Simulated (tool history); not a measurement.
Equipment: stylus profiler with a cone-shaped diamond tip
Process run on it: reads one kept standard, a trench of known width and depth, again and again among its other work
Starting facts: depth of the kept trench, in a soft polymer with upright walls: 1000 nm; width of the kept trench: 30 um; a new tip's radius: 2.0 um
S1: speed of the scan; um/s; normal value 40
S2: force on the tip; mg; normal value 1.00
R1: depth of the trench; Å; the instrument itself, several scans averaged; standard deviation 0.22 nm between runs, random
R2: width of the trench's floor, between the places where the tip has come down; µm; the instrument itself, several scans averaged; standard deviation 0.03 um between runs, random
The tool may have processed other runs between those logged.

Run 1, hour 0.0: usual settings. Result: R1 10073.0 Å, R2 25.77 µm.
Run 2, hour 52.2: usual settings. Result: R1 10073.8 Å, R2 25.68 µm.
Run 3, hour 105.0: usual settings. Result: R1 10073.2 Å, R2 25.66 µm.
Run 4, hour 151.1: usual settings. Result: R1 10076.2 Å, R2 25.55 µm.
Run 5, hour 205.3: usual settings. Result: R1 10084.4 Å, R2 25.57 µm.
Run 6, hour 266.0: usual settings. Result: R1 10076.0 Å, R2 25.47 µm.
Run 7, hour 315.6: usual settings but S1 12 um/s. Result: R1 10083.1 Å, R2 25.49 µm.
Run 8, hour 375.8: usual settings but S1 47 um/s, S2 2.81 mg. Result: R1 10136.4 Å, R2 25.39 µm.
Run 9, hour 420.2: usual settings but S1 84 um/s, S2 0.42 mg. Result: R1 10061.4 Å, R2 24.98 µm.
Run 10, hour 480.1: usual settings but S1 37 um/s, S2 0.55 mg. Result: R1 10070.5 Å, R2 25.24 µm.
Run 11, hour 525.7: usual settings but S1 49 um/s, S2 0.44 mg. Result: R1 10066.0 Å, R2 25.10 µm.
Run 12, hour 557.2: usual settings but S1 82 um/s, S2 2.02 mg. Result: R1 10120.1 Å, R2 25.11 µm.
Run 13, hour 609.7: usual settings but S1 82 um/s, S2 2.02 mg. Result: R1 10121.4 Å, R2 25.07 µm.
Run 14, hour 658.4: usual settings but S1 21 um/s, S2 0.37 mg. Result: R1 10063.6 Å, R2 25.11 µm.

3 options for the next run, each taken on its own from the tool as it stands now. Forecast them:
Run A, hour 694.2: usual settings but S1 11 um/s, S2 2.40 mg. Result: R1 ?, R2 ?.
Run B, hour 694.2: usual settings but S1 97 um/s, S2 0.62 mg. Result: R1 ?, R2 ?.
Run C, hour 694.2: usual settings but S1 12 um/s, S2 0.71 mg. Result: R1 ?, R2 ?.

run       R1     R2
  A  10134.5  25.19
  B  10073.0  24.75
  C  10077.7  25.20
With no hidden state in the tool, these same runs would have given:
run       R1     R2
  A  10097.2  26.48
  B  10035.9  26.04
  C  10040.6  26.49
